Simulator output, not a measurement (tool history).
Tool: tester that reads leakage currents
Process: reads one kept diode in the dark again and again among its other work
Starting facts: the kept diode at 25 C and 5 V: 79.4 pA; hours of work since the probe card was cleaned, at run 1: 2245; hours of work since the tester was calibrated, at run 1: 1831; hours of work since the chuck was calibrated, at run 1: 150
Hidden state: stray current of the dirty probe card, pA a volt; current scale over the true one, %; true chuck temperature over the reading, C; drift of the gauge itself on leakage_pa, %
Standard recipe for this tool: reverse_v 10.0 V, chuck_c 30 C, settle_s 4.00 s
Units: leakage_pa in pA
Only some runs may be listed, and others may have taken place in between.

run	hour	reverse_v	chuck_c	settle_s	hours of work since the probe card was cleaned	hours of work since the tester was calibrated	hours of work since the chuck was calibrated	leakage_pa
1	0.0	10.0	30	4.00	2245	1831	150	184.77
# hour 94.8: probe card cleaned and baked
2	159.6	10.0	52	4.00	35	1915	234	1254.85
3	264.4	10.0	52	4.00	91	1971	290	1254.21
4	404.5	10.0	30	0.70	166	2046	365	189.50
5	509.3	10.0	30	0.57	222	2102	421	190.56
6	610.1	10.0	30	0.57	276	2156	475	190.12
7	741.9	8.8	58	1.95	347	2227	546	1902.75
8	839.5	2.8	30	4.79	399	2279	598	95.01
9	1007.4	2.8	30	4.79	489	2369	688	94.69
10	1183.5	3.4	32	4.48	583	2463	783	125.82
11	1312.4	7.3	30	7.81	652	2532	852	156.04

Alternative continuations, all from the tool just after run 11; predict every row:
A	1453.3	7.3	44	0.30	728	2608	927	?
B	1453.3	7.3	43	8.74	728	2608	927	?
C	1453.3	10.0	30	1.46	728	2608	927	?

run	leakage_pa
A	554.31
B	501.25
C	186.93
Had the tool no hidden state, the same runs would have come out as:
run	leakage_pa
A	554.08
B	501.04
C	186.84
